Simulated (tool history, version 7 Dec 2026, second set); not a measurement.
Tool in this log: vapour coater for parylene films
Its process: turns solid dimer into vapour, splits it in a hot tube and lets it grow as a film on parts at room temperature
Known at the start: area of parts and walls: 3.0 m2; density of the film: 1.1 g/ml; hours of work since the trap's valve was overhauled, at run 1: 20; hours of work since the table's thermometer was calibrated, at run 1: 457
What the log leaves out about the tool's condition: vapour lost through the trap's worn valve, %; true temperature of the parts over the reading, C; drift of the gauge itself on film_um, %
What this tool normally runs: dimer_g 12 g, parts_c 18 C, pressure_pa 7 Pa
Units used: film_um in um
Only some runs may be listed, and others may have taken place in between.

| run | day | dimer_g | parts_c | pressure_pa | hours of work since the trap's valve was overhauled | hours of work since the table's thermometer was calibrated | film_um |
|---|---|---|---|---|---|---|---|
| 1 | 0 | 12 | 18 | 7 | 20 | 457 | 2.2 |
| 2 | 0.458 | 12 | 18 | 7 | 28 | 465 | 2.18 |
| 3 | 0.871 | 15 | 18 | 7 | 34 | 471 | 2.74 |
| 4 | 1.6 | 7 | 18 | 7 | 46 | 483 | 1.29 |
| 5 | 2.292 | 7 | 18 | 7 | 58 | 494 | 1.27 |
| 6 | 3.05 | 12 | 18 | 7 | 70 | 507 | 2.19 |
| 7 | 3.608 | 12 | 18 | 7 | 79 | 516 | 2.17 |
| 8 | 4.125 | 12 | 18 | 7 | 87 | 524 | 2.21 |
| 9 | 4.646 | 12 | 18 | 7 | 96 | 533 | 2.19 |
| 10 | 5.267 | 12 | 18 | 7 | 106 | 543 | 2.19 |
| 11 | 5.704 | 12 | 18 | 7 | 113 | 550 | 2.18 |
| 12 | 6.112 | 12 | 18 | 7 | 119 | 556 | 2.2 |
| 13 | 6.679 | 12 | 18 | 7 | 129 | 566 | 2.2 |
| 14 | 7.267 | 12 | 18 | 7 | 138 | 575 | 2.16 |
| 15 | 7.654 | 12 | 18 | 7 | 144 | 581 | 2.19 |
|  | 7.875 | trap's valve overhauled |
| 16 | 8.375 | 11 | 15 | 7 | 8 | 590 | 2.12 |
| 17 | 8.721 | 18 | 25 | 10.25 | 14 | 596 | 2.47 |
| 18 | 9.221 | 18 | 25 | 10.25 | 22 | 604 | 2.43 |
| 19 | 9.754 | 10 | 18 | 7 | 31 | 613 | 1.79 |
| 20 | 10.188 | 10 | 26 | 5.27 | 38 | 620 | 1.49 |
| 21 | 10.888 | 10 | 26 | 5.27 | 49 | 631 | 1.46 |
|  | 11.104 | trap's valve overhauled, once more |
| 22 | 11.642 | 10 | 26 | 5.27 | 9 | 641 | 1.56 |
| 23 | 12.379 | 10 | 16 | 9.55 | 21 | 653 | 1.84 |
| 24 | 12.867 | 17 | 26 | 4.55 | 29 | 661 | 2.66 |
| 25 | 13.258 | 14 | 25 | 6.9 | 35 | 667 | 2.13 |
| 26 | 13.721 | 9 | 13 | 4.92 | 42 | 674 | 2.01 |
| 27 | 14.117 | 15 | 25 | 2.92 | 49 | 681 | 2.65 |
| 28 | 14.592 | 6 | 15 | 4.97 | 57 | 689 | 1.28 |
| 29 | 15.108 | 12 | 27 | 2.77 | 65 | 697 | 2.01 |

Branching from run 29: 3 alternative next runs. What would each branch give?
| A | 15.792 | 7 | 24 | 4.51 | 76 | 708 | ? |
| B | 15.792 | 12 | 14 | 9.56 | 76 | 708 | ? |
| C | 15.792 | 14 | 27 | 3.07 | 76 | 708 | ? |

| run | film_um |
|---|---|
| A | 1.18 |
| B | 2.3 |
| C | 2.29 |
Take away the tool's hidden state, keep each run's random variation, and the runs would have read:
| run | film_um |
|---|---|
| A | 1.21 |
| B | 2.36 |
| C | 2.35 |

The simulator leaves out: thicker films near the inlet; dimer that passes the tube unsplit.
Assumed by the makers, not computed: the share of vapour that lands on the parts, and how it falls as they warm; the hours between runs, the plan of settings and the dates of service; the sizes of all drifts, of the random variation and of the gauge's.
